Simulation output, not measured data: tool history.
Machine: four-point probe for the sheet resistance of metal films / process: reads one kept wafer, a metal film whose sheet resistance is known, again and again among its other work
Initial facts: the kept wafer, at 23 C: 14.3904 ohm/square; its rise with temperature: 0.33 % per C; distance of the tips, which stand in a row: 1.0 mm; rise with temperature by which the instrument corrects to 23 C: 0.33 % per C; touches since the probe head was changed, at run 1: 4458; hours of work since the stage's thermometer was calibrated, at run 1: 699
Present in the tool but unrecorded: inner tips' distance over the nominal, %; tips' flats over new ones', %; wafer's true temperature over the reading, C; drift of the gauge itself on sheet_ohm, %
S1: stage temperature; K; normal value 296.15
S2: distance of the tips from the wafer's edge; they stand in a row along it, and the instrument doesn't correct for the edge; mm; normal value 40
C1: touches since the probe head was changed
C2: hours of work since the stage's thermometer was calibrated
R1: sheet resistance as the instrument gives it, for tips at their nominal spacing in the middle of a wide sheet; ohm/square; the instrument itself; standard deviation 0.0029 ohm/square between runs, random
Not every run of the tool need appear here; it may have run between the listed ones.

run 1 hour=0.0 | S1=296.15 S2=40 | C1=4458 C2=699 | R1=14.452203
run 2 hour=55.8 | S1=296.15 S2=40 | C1=5598 C2=729 | R1=14.454671
run 3 hour=99.0 | S1=296.15 S2=40 | C1=6479 C2=753 | R1=14.459441
run 4 hour=145.9 | S1=296.15 S2=17 | C1=7435 C2=778 | R1=14.483131
run 5 hour=186.0 | S1=296.15 S2=40 | C1=8253 C2=799 | R1=14.458844
run 6 hour=226.1 | S1=296.15 S2=40 | C1=9072 C2=821 | R1=14.458669
run 7 hour=267.5 | S1=305.15 S2=40 | C1=9916 C2=843 | R1=14.453056
run 8 hour=334.5 | S1=296.15 S2=40 | C1=11284 C2=879 | R1=14.460800
run 9 hour=403.5 | S1=296.15 S2=40 | C1=12691 C2=916 | R1=14.464933
run 10 hour=443.9 | S1=296.15 S2=18 | C1=13516 C2=937 | R1=14.482063
run 11 hour=495.6 | S1=296.15 S2=40 | C1=14572 C2=965 | R1=14.468805
run 12 hour=531.9 | S1=291.15 S2=40 | C1=15311 C2=985 | R1=14.470392
run 13 hour=582.9 | S1=296.15 S2=40 | C1=16353 C2=1012 | R1=14.469514
run 14 hour=653.8 | S1=296.15 S2=40 | C1=17799 C2=1050 | R1=14.464936
run 15 hour=686.5 | S1=296.15 S2=40 | C1=18466 C2=1067 | R1=14.469681
run 16 hour=739.3 | S1=296.15 S2=40 | C1=19544 C2=1096 | R1=14.472610
run 17 hour=774.9 | S1=296.15 S2=40 | C1=20269 C2=1115 | R1=14.476121
run 18 hour=841.4 | S1=296.15 S2=40 | C1=21627 C2=1151 | R1=14.474744
run 19 hour=900.0 | S1=296.15 S2=33 | C1=22824 C2=1182 | R1=14.476459
run 20 hour=958.5 | S1=296.15 S2=33 | C1=24016 C2=1213 | R1=14.475979
run 21 hour=1010.8 | S1=296.15 S2=33 | C1=25083 C2=1241 | R1=14.478543
run 22 hour=1079.5 | S1=296.15 S2=40 | C1=26486 C2=1278 | R1=14.476561
run 23 hour=1136.0 | S1=301.15 S2=9 | C1=27639 C2=1308 | R1=14.568918
run 24 hour=1209.5 | S1=301.15 S2=6 | C1=29139 C2=1348 | R1=14.687145
run 25 hour=1270.0 | S1=301.15 S2=6 | C1=30372 C2=1380 | R1=14.684944
run 26 hour=1312.9 | S1=296.15 S2=41 | C1=31247 C2=1403 | R1=14.484149
run 27 hour=1361.1 | S1=295.15 S2=62 | C1=32231 C2=1429 | R1=14.481257
run 28 hour=1431.1 | S1=295.15 S2=62 | C1=33660 C2=1467 | R1=14.487744
run 29 hour=1462.8 | S1=295.15 S2=62 | C1=34306 C2=1484 | R1=14.480576
run 30 hour=1522.3 | S1=295.15 S2=62 | C1=35520 C2=1516 | R1=14.485240
-- hour=1559.3 stage's thermometer calibrated
run 31 hour=1583.9 | S1=295.15 S2=62 | C1=36767 C2=13 | R1=14.502039
run 32 hour=1615.9 | S1=305.15 S2=8 | C1=37420 C2=30 | R1=14.620612
run 33 hour=1666.8 | S1=304.15 S2=10 | C1=38458 C2=58 | R1=14.576417
run 34 hour=1708.6 | S1=294.15 S2=5 | C1=39312 C2=80 | R1=14.809962
run 35 hour=1740.0 | S1=294.15 S2=5 | C1=39952 C2=97 | R1=14.812551
run 36 hour=1808.8 | S1=291.15 S2=40 | C1=41355 C2=134 | R1=14.516474
run 37 hour=1882.2 | S1=304.15 S2=20 | C1=42853 C2=173 | R1=14.524221
run 38 hour=1917.2 | S1=299.15 S2=28 | C1=43567 C2=192 | R1=14.518457
run 39 hour=1986.7 | S1=299.15 S2=14 | C1=44986 C2=229 | R1=14.555543
run 40 hour=2017.4 | S1=299.15 S2=14 | C1=45612 C2=246 | R1=14.551771
run 41 hour=2076.1 | S1=299.15 S2=3 | C1=46810 C2=277 | R1=15.330126
run 42 hour=2118.6 | S1=299.15 S2=4 | C1=47677 C2=300 | R1=14.989691
run 43 hour=2183.4 | S1=299.15 S2=4 | C1=49000 C2=335 | R1=14.987751

Each row is a separate what-if for the run after 43, all from the same tool condition, not one after another. Results?
run A hour=2257.0 | S1=307.15 S2=32 | C1=50502 C2=374 | R1=?
run B hour=2257.0 | S1=299.15 S2=21 | C1=50502 C2=374 | R1=?
run C hour=2257.0 | S1=293.15 S2=11 | C1=50502 C2=374 | R1=?

run=A R1=14.516828
run=B R1=14.534080
run=C R1=14.585826
The same runs, with their run-to-run variation unchanged, on a tool lacking any hidden condition would have given:
run=A R1=14.389700
run=B R1=14.406879
run=C R1=14.458260
